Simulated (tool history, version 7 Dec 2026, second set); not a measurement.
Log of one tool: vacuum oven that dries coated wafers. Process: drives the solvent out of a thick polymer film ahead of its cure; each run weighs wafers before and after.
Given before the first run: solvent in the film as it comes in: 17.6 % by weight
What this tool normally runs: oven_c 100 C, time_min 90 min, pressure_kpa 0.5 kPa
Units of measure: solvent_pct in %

{"run": 1, "day": 0.0, "oven_c": 100, "time_min": 90, "pressure_kpa": 0.5, "solvent_pct": 1.57}
{"run": 2, "day": 0.9, "oven_c": 100, "time_min": 90, "pressure_kpa": 0.5, "solvent_pct": 1.48}
{"run": 3, "day": 2.008, "oven_c": 100, "time_min": 90, "pressure_kpa": 0.44, "solvent_pct": 1.49}
{"run": 4, "day": 2.65, "oven_c": 100, "time_min": 90, "pressure_kpa": 0.44, "solvent_pct": 1.48}
{"run": 5, "day": 3.671, "oven_c": 100, "time_min": 57, "pressure_kpa": 0.5, "solvent_pct": 3.17}
{"run": 6, "day": 4.875, "oven_c": 100, "time_min": 123, "pressure_kpa": 0.5, "solvent_pct": 0.83}
{"run": 7, "day": 5.742, "oven_c": 100, "time_min": 123, "pressure_kpa": 0.5, "solvent_pct": 0.77}
{"run": 8, "day": 6.683, "oven_c": 100, "time_min": 123, "pressure_kpa": 0.5, "solvent_pct": 0.9}
{"run": 9, "day": 7.346, "oven_c": 100, "time_min": 123, "pressure_kpa": 0.5, "solvent_pct": 0.87}
{"run": 10, "day": 7.942, "oven_c": 100, "time_min": 90, "pressure_kpa": 1.813, "solvent_pct": 2.28}
{"run": 11, "day": 8.475, "oven_c": 100, "time_min": 90, "pressure_kpa": 0.5, "solvent_pct": 1.6}
{"run": 12, "day": 9.25, "oven_c": 100, "time_min": 90, "pressure_kpa": 0.5, "solvent_pct": 1.62}
{"run": 13, "day": 10.458, "oven_c": 111, "time_min": 90, "pressure_kpa": 0.5, "solvent_pct": 0.37}
{"run": 14, "day": 11.412, "oven_c": 111, "time_min": 103, "pressure_kpa": 1.883, "solvent_pct": 0.93}
{"run": 15, "day": 12.183, "oven_c": 96, "time_min": 134, "pressure_kpa": 0.285, "solvent_pct": 1.08}
{"run": 16, "day": 12.921, "oven_c": 91, "time_min": 134, "pressure_kpa": 0.285, "solvent_pct": 2.18}
{"run": 17, "day": 13.633, "oven_c": 91, "time_min": 61, "pressure_kpa": 1.005, "solvent_pct": 6.37}
{"run": 18, "day": 14.262, "oven_c": 87, "time_min": 148, "pressure_kpa": 0.5, "solvent_pct": 3.11}
{"day": 14.783, "done": "oven's thermocouples calibrated"}
{"run": 19, "day": 15.229, "oven_c": 87, "time_min": 148, "pressure_kpa": 0.5, "solvent_pct": 2.34}
{"run": 20, "day": 16.417, "oven_c": 95, "time_min": 97, "pressure_kpa": 0.687, "solvent_pct": 1.99}
{"run": 21, "day": 17.25, "oven_c": 100, "time_min": 134, "pressure_kpa": 1.117, "solvent_pct": 0.86}
{"run": 22, "day": 18.108, "oven_c": 100, "time_min": 134, "pressure_kpa": 1.117, "solvent_pct": 1.01}
{"run": 23, "day": 19.333, "oven_c": 104, "time_min": 90, "pressure_kpa": 0.5, "solvent_pct": 0.68}
{"run": 24, "day": 20.392, "oven_c": 102, "time_min": 99, "pressure_kpa": 0.5, "solvent_pct": 0.79}
{"run": 25, "day": 21.067, "oven_c": 89, "time_min": 120, "pressure_kpa": 0.53, "solvent_pct": 2.76}

Alternative continuations, all from the tool just after run 25; predict every row:
{"run": "A", "day": 21.692, "oven_c": 100, "time_min": 80, "pressure_kpa": 0.347, "solvent_pct": "?"}
{"run": "B", "day": 21.692, "oven_c": 106, "time_min": 90, "pressure_kpa": 0.292, "solvent_pct": "?"}
{"run": "C", "day": 21.692, "oven_c": 113, "time_min": 120, "pressure_kpa": 0.53, "solvent_pct": "?"}
{"run": "D", "day": 21.692, "oven_c": 94, "time_min": 70, "pressure_kpa": 1.853, "solvent_pct": "?"}
{"run": "E", "day": 21.692, "oven_c": 94, "time_min": 124, "pressure_kpa": 1.572, "solvent_pct": "?"}

run=A solvent_pct=1.41
run=B solvent_pct=0.46
run=C solvent_pct=0.24
run=D solvent_pct=4.5
run=E solvent_pct=2.16
Without the tool's hidden state the same runs would have given:
run=A solvent_pct=1.32
run=B solvent_pct=0.35
run=C solvent_pct=0.15
run=D solvent_pct=4.43
run=E solvent_pct=2.04
